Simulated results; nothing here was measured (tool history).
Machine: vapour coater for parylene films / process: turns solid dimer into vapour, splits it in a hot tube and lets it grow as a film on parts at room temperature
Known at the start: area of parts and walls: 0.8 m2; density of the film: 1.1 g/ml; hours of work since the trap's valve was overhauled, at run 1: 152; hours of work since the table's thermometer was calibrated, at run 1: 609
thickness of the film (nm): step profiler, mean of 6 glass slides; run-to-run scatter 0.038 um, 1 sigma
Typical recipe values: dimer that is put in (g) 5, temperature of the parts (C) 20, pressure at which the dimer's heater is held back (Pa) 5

run    hour  dimer that is put in (g)  temperature of the parts (C)  pressure at which the dimer's heater is held back (Pa)  hours of work since the trap's valve was overhauled  hours of work since the table's thermometer was calibrated  thickness of the film (nm)
  1       0                         5                            20                                                       5                                                  152                                                         609                        3900
  2    33.2                         5                            20                                                       5                                                  178                                                         635                        3930
  3      57                         9                            20                                                       5                                                  197                                                         654                        6960
  4      97                         5                            20                                                       5                                                  228                                                         685                        3870
  5   121.8                         5                            20                                                       5                                                  247                                                         704                        3880
  6   156.6                         5                            20                                                       5                                                  275                                                         731                        3850
  7   178.7                         6                            20                                                       5                                                  292                                                         749                        4560
  8     217                         5                            20                                                    3.59                                                  322                                                         778                        3900
  9   236.9                         5                            20                                                    3.59                                                  337                                                         794                        3960
        261  -- trap's valve overhauled
 10   269.3                         5                            20                                                    4.53                                                    6                                                         816                        3650
 11   297.4                         5                            20                                                    4.53                                                   28                                                         838                        3690
 12   318.6                         8                            20                                                    4.53                                                   45                                                         855                        5780
 13   356.6                         8                            20                                                    4.53                                                   75                                                         884                        5850
      386.3  -- trap's valve overhauled, once more
 14   396.1                         5                            20                                                    6.02                                                    8                                                         912                        3870
 15   435.1                         5                            20                                                    2.28                                                   38                                                         942                        4400
 16   459.9                         5                            20                                                    2.28                                                   57                                                         962                        4350
 17   492.7                         4                            20                                                       5                                                   83                                                         987                        3030
 18   535.1                         5                            20                                                    7.63                                                  116                                                        1020                        3620
 19   563.5                         5                            20                                                       5                                                  138                                                        1043                        3840
 20   602.6                         5                            20                                                       5                                                  169                                                        1073                        3870
 21     644                         5                            20                                                       5                                                  201                                                        1105                        3740
 22   685.2                         5                            24                                                       5                                                  233                                                        1138                        3140
 23     716                         5                            24                                                       5                                                  257                                                        1162                        3070
 24   735.9                         5                            21                                                       5                                                  273                                                        1177                        3600
 25   757.9                         5                            21                                                       5                                                  290                                                        1194                        3570
 26   778.3                         5                            20                                                    2.69                                                  306                                                        1210                        3990
 27   807.9                         4                            25                                                    5.85                                                  329                                                        1233                        2290
      842.1  -- trap's valve overhauled
 28   842.5                         3                            14                                                    7.21                                                    0                                                        1257                        2930
 29   859.8                         7                            13                                                     6.8                                                   14                                                        1271                        7200
 30   894.9                         5                            14                                                    2.07                                                   41                                                        1298                        5520
 31     923                         5                            14                                                    2.07                                                   63                                                        1320                        5550
 32   944.5                         5                            14                                                    2.07                                                   80                                                        1337                        5440
      972.9  -- table's thermometer calibrated
 33   979.7                         5                            14                                                    2.07                                                  107                                                           5                        5490
 34  1004.8                         3                            14                                                    6.88                                                  126                                                          25                        3040
 35    1023                         5                            14                                                    6.79                                                  140                                                          39                        5100
 36  1062.5                         2                            30                                                    6.93                                                  171                                                          70                         950
 37    1099                         6                            21                                                    3.95                                                  200                                                          98                        4660
 38  1136.2                         6                            21                                                    3.95                                                  229                                                         128                        4610
 39  1159.3                         7                            17                                                    5.66                                                  247                                                         146                        6170
 40    1191                         7                            16                                                    5.66                                                  272                                                         170                        6470
 41  1224.6                         3                            13                                                    6.33                                                  298                                                         196                        3160
 42  1255.9                         5                            24                                                   10.38                                                  322                                                         221                        2860
 43  1288.3                         3                            19                                                    4.44                                                  348                                                         246                        2500
     1299.6  -- trap's valve overhauled
 44  1333.9                         3                            19                                                    4.44                                                   27                                                         279                        2550
 45  1369.4                         4                            13                                                       5                                                   54                                                         306                        4460
 46  1392.7                         5                            31                                                    4.49                                                   73                                                         325                        2480

Hidden state at the last listed run before each entry between runs and at the first one after, where it differs:
Run 9 -> run 10: trap's valve overhauled (hour 261)
  vapour lost through the trap's worn valve, %: 5.3 -> 8.7; true temperature of the parts over the reading, C: 0.58 -> 0.6
  the result without the hidden state subtracted from the measured one, thickness of the film (nm): -340 -> -460
Run 13 -> run 14: trap's valve overhauled, once more (hour 386.3)
  vapour lost through the trap's worn valve, %: 9.9 -> 0.2; true temperature of the parts over the reading, C: 0.66 -> 0.69
  the result without the hidden state subtracted from the measured one, thickness of the film (nm): -830 -> -130
Run 27 -> run 28: trap's valve overhauled (hour 842.1)
  vapour lost through the trap's worn valve, %: 5.3 -> 0; true temperature of the parts over the reading, C: 0.97 -> 1
  the result without the hidden state subtracted from the measured one, thickness of the film (nm): -240 -> -140
Run 32 -> run 33: table's thermometer calibrated (hour 972.9)
  vapour lost through the trap's worn valve, %: 1.3 -> 1.7; true temperature of the parts over the reading, C: 1.07 -> -0.11
  the result without the hidden state subtracted from the measured one, thickness of the film (nm): -70 -> -90
Run 43 -> run 44: trap's valve overhauled (hour 1299.6)
  vapour lost through the trap's worn valve, %: 5.5 -> 0.5; true temperature of the parts over the reading, C: 0.11 -> 0.14
  the result without the hidden state subtracted from the measured one, thickness of the film (nm): -160 -> -30
